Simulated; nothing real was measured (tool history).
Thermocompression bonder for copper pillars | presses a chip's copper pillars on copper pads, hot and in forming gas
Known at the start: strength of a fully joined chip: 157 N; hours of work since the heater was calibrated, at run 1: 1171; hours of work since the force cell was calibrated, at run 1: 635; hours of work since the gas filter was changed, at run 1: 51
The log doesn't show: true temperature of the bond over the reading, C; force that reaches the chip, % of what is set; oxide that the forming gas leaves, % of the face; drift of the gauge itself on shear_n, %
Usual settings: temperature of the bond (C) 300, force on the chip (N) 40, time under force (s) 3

run	hour	temperature of the bond (C)	force on the chip (N)	time under force (s)	hours of work since the heater was calibrated	hours of work since the force cell was calibrated	hours of work since the gas filter was changed	force that shears a chip off (N)
1	0.0	300	40	3	1171	635	51	69.3
2	21.6	283	40	3	1184	648	64	58.2
# hour 44.2: heater calibrated with a thermocouple chip
3	47.2	283	40	3	2	662	78	52.9
4	66.8	283	40	3	14	674	90	52.2
5	92.3	283	40	3	29	689	105	51.0
6	116.8	283	40	3	44	704	120	51.0
7	138.5	300	40	3	57	717	133	59.5
8	151.7	300	40	3	65	725	141	59.5
9	165.1	300	40	3	73	733	149	61.1
10	181.8	300	40	3	83	743	159	59.8
11	198.7	300	40	3	93	753	169	58.7
12	218.5	300	40	3	105	765	181	59.6
# hour 222.5: force cell calibrated
13	235.0	300	40	3	114	8	190	59.4
14	260.6	300	40	3	130	23	206	58.8
# hour 282.5: force cell calibrated, once more
15	283.1	300	40	3	142	0	218	61.7
16	311.2	300	40	3	159	17	235	61.1
# hour 327.4: forming gas filter changed
17	340.1	300	40	3	176	34	8	62.8
18	352.2	300	40	3	184	42	15	64.8
19	365.3	300	40	3	191	50	23	63.4
20	391.2	300	32	3	207	65	38	54.7
21	404.9	300	40	3	215	73	47	63.7
22	424.5	313	60	3	227	85	59	91.4
23	437.4	302	41	6	235	93	66	82.8
24	454.2	303	40	4	245	103	76	75.4
25	469.0	303	40	4	254	112	85	71.0
26	481.2	292	40	4	261	119	93	65.8
27	503.5	271	43	4	275	133	106	54.7
28	524.3	271	43	4	287	145	119	55.8
29	536.7	308	32	3	295	153	126	58.6
30	557.7	299	24	3	307	166	139	42.5
31	572.3	295	37	3	316	174	148	55.4
32	586.8	295	29	6	325	183	156	63.5
33	607.4	292	26	4	337	196	169	48.4
34	628.3	275	26	2	350	208	181	28.8
35	645.6	304	27	3	360	219	192	49.1
36	659.0	304	27	3	368	227	200	47.8
37	685.2	326	40	3	384	242	216	76.7
38	701.7	278	43	3	394	252	226	50.3
39	717.7	314	29	3	404	262	235	54.4
# hour 733.5: forming gas filter changed
40	740.1	314	55	3	417	275	4	89.2
41	763.1	296	55	5	431	289	18	92.6

3 ways to go on from here, each from the tool as it stands after run 41. What would each give?
A	781.2	289	44	3	442	300	29	?
B	781.2	295	51	3	442	300	29	?
C	781.2	293	55	6	442	300	29	?

run	force that shears a chip off (N)
A	62.9
B	73.9
C	94.1
Without the tool's hidden state the same runs would have given:
run	force that shears a chip off (N)
A	62.4
B	73.5
C	93.7
